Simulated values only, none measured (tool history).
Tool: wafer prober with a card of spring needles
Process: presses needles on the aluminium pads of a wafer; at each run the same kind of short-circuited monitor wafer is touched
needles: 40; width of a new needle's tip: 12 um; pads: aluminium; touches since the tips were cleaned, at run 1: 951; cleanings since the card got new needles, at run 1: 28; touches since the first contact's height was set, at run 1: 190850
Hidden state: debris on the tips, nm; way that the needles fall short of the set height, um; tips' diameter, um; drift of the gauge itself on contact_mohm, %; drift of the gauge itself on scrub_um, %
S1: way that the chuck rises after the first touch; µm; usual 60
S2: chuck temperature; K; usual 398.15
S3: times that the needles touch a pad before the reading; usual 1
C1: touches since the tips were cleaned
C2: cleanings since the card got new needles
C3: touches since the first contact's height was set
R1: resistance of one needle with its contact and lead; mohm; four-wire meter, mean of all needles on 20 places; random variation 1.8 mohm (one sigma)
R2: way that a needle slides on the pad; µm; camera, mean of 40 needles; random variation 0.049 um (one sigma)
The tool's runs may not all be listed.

run,hour,S1,S2,S3,C1,C2,C3,R1,R2
1,0.0,60,398.15,1,951,28,190850,188,15.69
# hour 8.5: tips cleaned on abrasive film
2,8.7,60,398.15,1,118,29,196185,191,15.59
# hour 17.9: tips cleaned on abrasive film
3,20.2,60,398.15,1,1455,30,203295,187,15.54
# hour 27.7: tips cleaned on abrasive film
4,27.7,60,398.15,1,0,31,207911,187,15.59
# hour 37.5: tips cleaned on abrasive film
5,37.5,60,398.15,1,0,32,213916,190,15.59
# hour 46.9: tips cleaned on abrasive film
6,48.1,60,398.15,1,717,33,220462,189,15.61
# hour 54.5: height of the first contact set anew
7,54.5,60,398.15,1,4537,33,0,189,15.62
# hour 56.9: tips cleaned on abrasive film
8,60.7,60,398.15,1,2367,34,3795,190,15.60
# hour 66.4: tips cleaned on abrasive film
9,66.4,79,398.15,1,0,35,7267,188,20.57
# hour 76.0: tips cleaned on abrasive film
10,77.7,79,398.15,1,1070,36,14253,187,20.58
11,84.3,60,346.15,1,5179,36,18362,179,15.57
# hour 85.8: tips cleaned on abrasive film
12,91.5,60,346.15,1,3584,37,22807,178,15.59
# hour 96.0: tips cleaned on abrasive film
13,104.0,60,346.15,1,4954,38,30482,182,15.63
# hour 106.0: tips cleaned on abrasive film
14,112.0,60,346.15,1,3777,39,35436,181,15.53
# hour 115.8: tips cleaned on abrasive film
15,123.0,60,398.15,1,4458,40,42172,188,15.58
# hour 125.8: tips cleaned on abrasive film
16,128.9,60,398.15,1,1936,41,45841,185,15.60
# hour 135.2: tips cleaned on abrasive film
17,135.7,58,398.15,1,292,42,49969,189,15.08

Run 18 comes next. What will it give?
# hour 145.1: tips cleaned on abrasive film
18,148.8,58,398.15,1,2274,43,58066,?,?

Run 18 gave R1 188 mohm, R2 15.09 µm.
Without the tool's hidden state the same run would have given R1 188 mohm, R2 15.09 µm.

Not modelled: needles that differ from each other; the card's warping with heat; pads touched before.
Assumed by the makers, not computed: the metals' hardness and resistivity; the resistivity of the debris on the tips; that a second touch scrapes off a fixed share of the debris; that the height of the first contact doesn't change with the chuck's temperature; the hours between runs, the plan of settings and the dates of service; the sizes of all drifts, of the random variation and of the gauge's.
